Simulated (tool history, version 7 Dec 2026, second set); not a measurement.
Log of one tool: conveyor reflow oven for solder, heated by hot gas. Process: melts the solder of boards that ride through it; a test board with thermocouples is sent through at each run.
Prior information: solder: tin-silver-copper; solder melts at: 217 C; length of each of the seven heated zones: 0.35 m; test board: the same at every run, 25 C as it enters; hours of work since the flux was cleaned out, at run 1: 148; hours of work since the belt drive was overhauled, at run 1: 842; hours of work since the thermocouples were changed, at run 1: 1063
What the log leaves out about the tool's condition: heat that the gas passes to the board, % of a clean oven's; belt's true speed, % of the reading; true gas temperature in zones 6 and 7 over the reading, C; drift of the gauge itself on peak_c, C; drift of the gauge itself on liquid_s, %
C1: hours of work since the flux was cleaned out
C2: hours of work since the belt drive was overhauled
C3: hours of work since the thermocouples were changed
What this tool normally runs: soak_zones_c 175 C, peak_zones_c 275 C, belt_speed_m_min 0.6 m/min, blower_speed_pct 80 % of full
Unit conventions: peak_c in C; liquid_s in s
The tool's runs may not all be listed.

run 1 hour=0 | soak_zones_c=175 peak_zones_c=275 belt_speed_m_min=0.6 blower_speed_pct=80 | C1=148 C2=842 C3=1063 | peak_c=260.9 liquid_s=58.6
run 2 hour=19.8 | soak_zones_c=175 peak_zones_c=275 belt_speed_m_min=0.542 blower_speed_pct=80 | C1=162 C2=856 C3=1076 | peak_c=263.6 liquid_s=66.4
run 3 hour=36.2 | soak_zones_c=175 peak_zones_c=275 belt_speed_m_min=0.6 blower_speed_pct=80 | C1=173 C2=867 C3=1087 | peak_c=260.9 liquid_s=58.2
run 4 hour=66.5 | soak_zones_c=175 peak_zones_c=275 belt_speed_m_min=0.6 blower_speed_pct=80 | C1=193 C2=887 C3=1108 | peak_c=260.6 liquid_s=57.9
-- hour=73.6 flux residue cleaned out of gas plates and filters
run 5 hour=111 | soak_zones_c=175 peak_zones_c=275 belt_speed_m_min=0.6 blower_speed_pct=83 | C1=25 C2=914 C3=1134 | peak_c=261.5 liquid_s=58.1
run 6 hour=141.7 | soak_zones_c=175 peak_zones_c=275 belt_speed_m_min=0.6 blower_speed_pct=80 | C1=46 C2=934 C3=1155 | peak_c=260.5 liquid_s=58.2
run 7 hour=182 | soak_zones_c=175 peak_zones_c=275 belt_speed_m_min=0.6 blower_speed_pct=80 | C1=73 C2=962 C3=1182 | peak_c=261.1 liquid_s=58.1
run 8 hour=210.6 | soak_zones_c=182 peak_zones_c=275 belt_speed_m_min=0.6 blower_speed_pct=80 | C1=93 C2=981 C3=1202 | peak_c=261.8 liquid_s=60.9
run 9 hour=230.8 | soak_zones_c=182 peak_zones_c=275 belt_speed_m_min=0.6 blower_speed_pct=80 | C1=106 C2=995 C3=1215 | peak_c=262 liquid_s=60.8
-- hour=257.8 thermocouples of zones 6 and 7 changed
run 10 hour=260.1 | soak_zones_c=182 peak_zones_c=275 belt_speed_m_min=0.697 blower_speed_pct=80 | C1=125 C2=1013 C3=2 | peak_c=256.9 liquid_s=49.7
run 11 hour=294.3 | soak_zones_c=179 peak_zones_c=275 belt_speed_m_min=0.6 blower_speed_pct=80 | C1=148 C2=1036 C3=25 | peak_c=261.2 liquid_s=59.7

Run 12 comes next. What will it give?
run 12 hour=332.7 | soak_zones_c=164 peak_zones_c=271 belt_speed_m_min=0.62 blower_speed_pct=74 | C1=174 C2=1062 C3=51 | peak_c=? liquid_s=?

{"run 12": {"peak_c": 252.8, "liquid_s": 48}}
Minus the tool's unlogged condition, the same run would have read peak_c 252.9 C, liquid_s 48 s.
